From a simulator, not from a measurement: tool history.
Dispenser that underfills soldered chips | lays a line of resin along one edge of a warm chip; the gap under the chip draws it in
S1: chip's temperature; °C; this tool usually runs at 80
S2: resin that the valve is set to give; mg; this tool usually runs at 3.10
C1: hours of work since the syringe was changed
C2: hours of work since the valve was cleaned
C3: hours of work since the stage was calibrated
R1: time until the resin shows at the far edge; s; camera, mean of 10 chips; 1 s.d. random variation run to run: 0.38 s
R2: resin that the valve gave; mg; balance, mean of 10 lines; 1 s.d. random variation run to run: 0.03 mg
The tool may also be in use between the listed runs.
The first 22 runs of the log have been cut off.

run	day	S1	S2	C1	C2	C3	R1	R2
# day 9.671: new syringe of resin
23	9.854	79	2.95	3	19	205	31.1	2.91
# day 10.246: new syringe of resin
24	10.375	83	3.35	2	26	212	25.4	3.26
25	10.721	80	2.60	7	31	217	43.0	2.52
# day 10.812: new syringe of resin
26	11.071	80	2.60	4	36	222	34.2	2.56
# day 11.404: new syringe of resin
27	11.471	73	3.79	1	42	228	31.8	3.71
28	11.796	72	3.61	6	47	233	48.2	3.52
# day 11.962: new syringe of resin
29	12.112	72	2.94	2	52	238	37.7	2.79
30	12.471	73	3.17	8	57	243	54.7	3.07
# day 12.525: new syringe of resin
31	12.879	80	3.64	5	63	249	35.9	3.45
# day 13.083: new syringe of resin
32	13.438	79	3.65	5	71	257	37.6	3.47
# day 13.638: new syringe of resin
33	13.779	92	3.12	2	76	262	20.0	2.90
34	14.083	72	3.03	7	80	266	53.9	2.89

Predict each of these 3 candidate next runs independently; none follows another, all start after run 34:
# day 14.221: new syringe of resin
A	14.583	66	2.72	5	88	274	?	?
# day 14.221: new syringe of resin
B	14.583	93	2.79	5	88	274	?	?
# day 14.221: new syringe of resin
C	14.583	91	2.70	5	88	274	?	?

run	R1	R2
A	61.9	2.57
B	26.2	2.62
C	29.0	2.54
Take away the tool's hidden state, keep each run's random variation, and the runs would have read:
run	R1	R2
A	38.5	2.73
B	16.4	2.79
C	18.2	2.70
